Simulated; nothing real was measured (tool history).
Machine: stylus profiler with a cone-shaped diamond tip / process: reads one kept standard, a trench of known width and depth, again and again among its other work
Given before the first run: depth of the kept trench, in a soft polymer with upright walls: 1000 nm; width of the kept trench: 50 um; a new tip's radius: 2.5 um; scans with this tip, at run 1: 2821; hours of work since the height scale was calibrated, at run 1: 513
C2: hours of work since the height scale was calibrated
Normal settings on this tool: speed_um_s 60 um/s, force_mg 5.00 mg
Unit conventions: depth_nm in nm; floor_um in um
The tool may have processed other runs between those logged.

Run 1, hour 0.0: usual settings; scans with this tip 2821; C2 513. Result: depth_nm 1024.76 nm, floor_um 45.65 um.
Run 2, hour 21.3: usual settings but speed_um_s 53 um/s; scans with this tip 2889; C2 526. Result: depth_nm 1024.46 nm, floor_um 45.77 um.
Run 3, hour 49.0: usual settings but speed_um_s 53 um/s; scans with this tip 2977; C2 542. Result: depth_nm 1025.13 nm, floor_um 45.70 um.
Run 4, hour 73.7: usual settings but force_mg 4.85 mg; scans with this tip 3056; C2 556. Result: depth_nm 1024.54 nm, floor_um 45.67 um.
Run 5, hour 88.0: usual settings but force_mg 4.85 mg; scans with this tip 3101; C2 564. Result: depth_nm 1024.80 nm, floor_um 45.61 um.
Run 6, hour 99.4: usual settings but force_mg 4.85 mg; scans with this tip 3138; C2 571. Result: depth_nm 1024.30 nm, floor_um 45.72 um.
Run 7, hour 124.0: usual settings but speed_um_s 197 um/s; scans with this tip 3216; C2 585. Result: depth_nm 1025.13 nm, floor_um 45.38 um.
Run 8, hour 139.6: usual settings; scans with this tip 3266; C2 594. Result: depth_nm 1025.31 nm, floor_um 45.64 um.
Run 9, hour 154.7: usual settings; scans with this tip 3314; C2 603. Result: depth_nm 1024.94 nm, floor_um 45.65 um.
Run 10, hour 171.6: usual settings; scans with this tip 3367; C2 613. Result: depth_nm 1025.53 nm, floor_um 45.65 um.
At hour 174.6: height scale calibrated on a step standard.
Run 11, hour 189.0: usual settings; scans with this tip 3421; C2 8. Result: depth_nm 1026.23 nm, floor_um 45.70 um.
Run 12, hour 204.2: usual settings; scans with this tip 3470; C2 17. Result: depth_nm 1026.49 nm, floor_um 45.68 um.
Run 13, hour 220.4: usual settings; scans with this tip 3521; C2 27. Result: depth_nm 1026.30 nm, floor_um 45.64 um.
Run 14, hour 237.2: usual settings; scans with this tip 3575; C2 36. Result: depth_nm 1026.44 nm, floor_um 45.60 um.
Run 15, hour 251.7: usual settings; scans with this tip 3621; C2 45. Result: depth_nm 1026.23 nm, floor_um 45.65 um.
Run 16, hour 279.4: usual settings; scans with this tip 3709; C2 61. Result: depth_nm 1026.68 nm, floor_um 45.65 um.
At hour 287.5: height scale calibrated on a step standard, once more.
Run 17, hour 295.6: usual settings but speed_um_s 45 um/s, force_mg 3.13 mg; scans with this tip 3759; C2 5. Result: depth_nm 1017.14 nm, floor_um 45.66 um.
Run 18, hour 310.8: usual settings but speed_um_s 45 um/s, force_mg 3.13 mg; scans with this tip 3807; C2 13. Result: depth_nm 1016.47 nm, floor_um 45.57 um.
Run 19, hour 324.2: usual settings but speed_um_s 199 um/s, force_mg 3.41 mg; scans with this tip 3850; C2 21. Result: depth_nm 1018.04 nm, floor_um 45.21 um.
Run 20, hour 342.0: usual settings but speed_um_s 17 um/s, force_mg 2.96 mg; scans with this tip 3907; C2 32. Result: depth_nm 1016.25 nm, floor_um 45.70 um.
Run 21, hour 366.0: usual settings but speed_um_s 30 um/s, force_mg 1.72 mg; scans with this tip 3983; C2 45. Result: depth_nm 1011.53 nm, floor_um 45.62 um.
Run 22, hour 393.4: usual settings but speed_um_s 17 um/s; scans with this tip 4070; C2 61. Result: depth_nm 1023.46 nm, floor_um 45.72 um.
Run 23, hour 405.5: usual settings but speed_um_s 17 um/s; scans with this tip 4109; C2 68. Result: depth_nm 1023.04 nm, floor_um 45.68 um.
Run 24, hour 430.6: usual settings but speed_um_s 17 um/s; scans with this tip 4189; C2 83. Result: depth_nm 1023.51 nm, floor_um 45.66 um.
Run 25, hour 443.8: usual settings but speed_um_s 56 um/s, force_mg 7.38 mg; scans with this tip 4231; C2 91. Result: depth_nm 1030.05 nm, floor_um 45.65 um.
Run 26, hour 460.2: usual settings but speed_um_s 56 um/s, force_mg 7.38 mg; scans with this tip 4283; C2 100. Result: depth_nm 1030.07 nm, floor_um 45.61 um.
Run 27, hour 478.0: usual settings but speed_um_s 17 um/s, force_mg 5.93 mg; scans with this tip 4340; C2 110. Result: depth_nm 1025.98 nm, floor_um 45.68 um.
Run 28, hour 490.2: usual settings but speed_um_s 40 um/s, force_mg 1.80 mg; scans with this tip 4378; C2 117. Result: depth_nm 1011.78 nm, floor_um 45.57 um.
Run 29, hour 508.9: usual settings but speed_um_s 92 um/s, force_mg 2.57 mg; scans with this tip 4438; C2 128. Result: depth_nm 1015.44 nm, floor_um 45.41 um.
Run 30, hour 530.1: usual settings but speed_um_s 92 um/s, force_mg 2.57 mg; scans with this tip 4505; C2 141. Result: depth_nm 1015.01 nm, floor_um 45.39 um.

Had the tool no unlogged condition, and each run kept its random variation, what would the results have been?
What the log doesn't record here: radius of the tip, um; height scale over the true one, %; drift of the gauge itself on depth_nm, %; drift of the gauge itself on floor_um, %.
run  depth_nm  floor_um
  1   1022.86     45.83
  2   1022.51     45.96
  3   1023.09     45.89
  4   1022.45     45.87
  5   1022.66     45.81
  6   1022.13     45.92
  7   1022.90     45.59
  8   1023.04     45.85
  9   1022.64     45.86
 10   1023.18     45.87
 11   1022.81     45.92
 12   1023.03     45.91
 13   1022.80     45.87
 14   1022.89     45.83
 15   1022.65     45.89
 16   1023.02     45.89
 17   1017.18     45.91
 18   1016.47     45.82
 19   1018.00     45.46
 20   1016.17     45.95
 21   1011.40     45.88
 22   1023.26     45.98
 23   1022.81     45.95
 24   1023.21     45.93
 25   1029.72     45.92
 26   1029.69     45.89
 27   1025.56     45.96
 28   1011.34     45.85
 29   1014.94     45.70
 30   1014.46     45.68

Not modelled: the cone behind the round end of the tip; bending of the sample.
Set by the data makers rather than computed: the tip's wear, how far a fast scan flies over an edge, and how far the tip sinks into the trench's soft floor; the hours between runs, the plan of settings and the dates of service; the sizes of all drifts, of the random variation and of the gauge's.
